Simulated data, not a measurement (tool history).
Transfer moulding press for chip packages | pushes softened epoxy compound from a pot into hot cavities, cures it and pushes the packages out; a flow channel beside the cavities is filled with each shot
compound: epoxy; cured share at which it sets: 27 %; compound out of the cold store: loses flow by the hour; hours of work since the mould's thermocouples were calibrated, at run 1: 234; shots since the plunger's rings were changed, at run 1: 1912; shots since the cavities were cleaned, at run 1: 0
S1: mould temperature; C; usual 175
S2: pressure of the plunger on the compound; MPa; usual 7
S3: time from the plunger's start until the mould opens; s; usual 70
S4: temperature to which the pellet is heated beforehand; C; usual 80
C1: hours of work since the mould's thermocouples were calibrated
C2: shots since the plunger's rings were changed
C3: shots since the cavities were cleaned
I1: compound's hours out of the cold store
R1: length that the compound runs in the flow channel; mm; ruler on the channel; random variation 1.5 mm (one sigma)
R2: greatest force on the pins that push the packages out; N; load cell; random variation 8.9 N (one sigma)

run 1 day=0 | S1=175 S2=7 S3=70 S4=80 | C1=234 C2=1912 C3=0 | I1=16.5 | R1=728 R2=398
run 2 day=2.533 | S1=177 S2=7 S3=70 S4=80 | C1=259 C2=2508 C3=596 | I1=33.6 | R1=662 R2=728
-- day=3.862 cavities cleaned with cleaning compound and waxed
run 3 day=5.904 | S1=177 S2=7 S3=70 S4=80 | C1=291 C2=3287 C3=480 | I1=46.4 | R1=620 R2=658
-- day=7.8 cavities cleaned with cleaning compound and waxed
run 4 day=8.992 | S1=175 S2=7 S3=70 S4=75 | C1=321 C2=4000 C3=281 | I1=17.4 | R1=712 R2=664
-- day=9.592 plunger's sealing rings changed
run 5 day=11.45 | S1=175 S2=7 S3=70 S4=75 | C1=344 C2=438 C3=835 | I1=28 | R1=694 R2=817
-- day=11.817 cavities cleaned with cleaning compound and waxed
-- day=12.954 mould's thermocouples calibrated
run 6 day=14.9 | S1=175 S2=8.15 S3=70 S4=75 | C1=19 C2=1215 C3=706 | I1=37.5 | R1=711 R2=782

The next listed run, before its measurement:
-- day=15.742 cavities cleaned with cleaning compound and waxed
run 7 day=17.167 | S1=175 S2=7 S3=64 S4=88 | C1=41 C2=1734 C3=335 | I1=34.9 | R1=? R2=?

{"run 7": {"R1": 662, "R2": 740}}
Without the tool's hidden state the same run would have given R1 673 mm, R2 458 N.
